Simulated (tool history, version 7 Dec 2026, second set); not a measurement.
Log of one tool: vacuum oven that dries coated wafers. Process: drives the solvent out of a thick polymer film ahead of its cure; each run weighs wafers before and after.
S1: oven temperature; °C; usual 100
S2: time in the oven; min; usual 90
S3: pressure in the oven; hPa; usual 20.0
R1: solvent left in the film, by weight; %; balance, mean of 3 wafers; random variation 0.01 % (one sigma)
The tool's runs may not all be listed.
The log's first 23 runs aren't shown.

run	hour	S1	S2	S3	R1
24	747.7	100	90	57.2	7.19
25	778.1	100	81	37.3	5.15
26	831.9	100	81	37.3	5.19
27	881.0	100	81	37.3	5.16
28	930.7	100	81	37.3	5.18
# hour 941.3: oven's thermocouples calibrated
29	962.6	111	81	16.6	1.69
30	1015.1	111	81	16.6	1.71
31	1065.3	111	81	16.6	1.70
32	1092.5	94	119	20.0	4.14
33	1139.4	100	148	20.0	2.79
34	1186.7	100	90	30.9	4.73
35	1234.2	100	61	10.5	3.54
36	1269.3	110	129	14.7	1.42
37	1300.2	95	129	43.2	7.05
38	1335.1	95	129	43.2	7.03
39	1364.1	95	129	35.1	5.87
40	1403.1	95	129	35.1	5.91
41	1444.5	98	157	36.0	5.11
42	1488.2	98	157	36.0	5.10
43	1540.6	98	56	36.0	7.06
44	1569.4	111	154	38.6	3.35
45	1614.3	111	154	38.6	3.36
46	1652.1	111	154	38.6	3.35
47	1677.8	111	78	13.2	1.46

Forecast each of these 4 alternatives for the next run:
A	1724.1	109	57	17.5	?
B	1724.1	90	90	20.0	?
C	1724.1	111	62	13.2	?
D	1724.1	95	64	23.3	?

run	R1
A	2.57
B	6.00
C	1.75
D	6.11
Without the tool's hidden state the same runs would have given:
run	R1
A	2.46
B	5.83
C	1.65
D	5.97

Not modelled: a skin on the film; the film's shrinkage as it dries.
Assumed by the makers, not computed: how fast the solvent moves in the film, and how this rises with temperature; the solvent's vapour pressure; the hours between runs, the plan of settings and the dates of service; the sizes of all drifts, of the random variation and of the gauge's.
